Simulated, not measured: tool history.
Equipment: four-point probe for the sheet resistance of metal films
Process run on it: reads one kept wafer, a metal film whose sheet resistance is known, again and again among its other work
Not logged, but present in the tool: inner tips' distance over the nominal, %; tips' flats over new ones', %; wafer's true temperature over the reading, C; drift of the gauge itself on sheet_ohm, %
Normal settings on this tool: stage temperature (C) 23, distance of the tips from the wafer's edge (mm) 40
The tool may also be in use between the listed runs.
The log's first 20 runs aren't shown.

| run | hour | stage temperature (C) | distance of the tips from the wafer's edge (mm) | touches since the probe head was changed | hours of work since the stage's thermometer was calibrated | sheet resistance as the instrument gives it (ohm/square) |
|---|---|---|---|---|---|---|
| 21 | 366.1 | 30 | 7 | 110724 | 888 | 2.590855 |
| 22 | 379.1 | 27 | 15 | 111466 | 898 | 2.581015 |
| 23 | 405.0 | 27 | 15 | 112957 | 917 | 2.581809 |
| 24 | 426.3 | 20 | 28 | 114176 | 933 | 2.581254 |
| 25 | 440.3 | 22 | 23 | 114981 | 944 | 2.581182 |
| 26 | 456.1 | 21 | 36 | 115888 | 955 | 2.580767 |
| 27 | 472.8 | 21 | 6 | 116845 | 968 | 2.594783 |
| 28 | 486.2 | 21 | 6 | 117615 | 978 | 2.595683 |
| 29 | 508.2 | 21 | 6 | 118878 | 994 | 2.594489 |
| 30 | 531.2 | 23 | 34 | 120193 | 1012 | 2.579949 |

What if the next run were any one of these 3? Each begins from the tool's condition after run 30:
| A | 545.5 | 28 | 13 | 121016 | 1022 | ? |
| B | 545.5 | 29 | 40 | 121016 | 1022 | ? |
| C | 545.5 | 23 | 35 | 121016 | 1022 | ? |

| run | sheet resistance as the instrument gives it (ohm/square) |
|---|---|
| A | 2.582978 |
| B | 2.579683 |
| C | 2.579883 |
With no hidden state in the tool, these same runs would have given:
| run | sheet resistance as the instrument gives it (ohm/square) |
|---|---|
| A | 2.582736 |
| B | 2.579441 |
| C | 2.579641 |
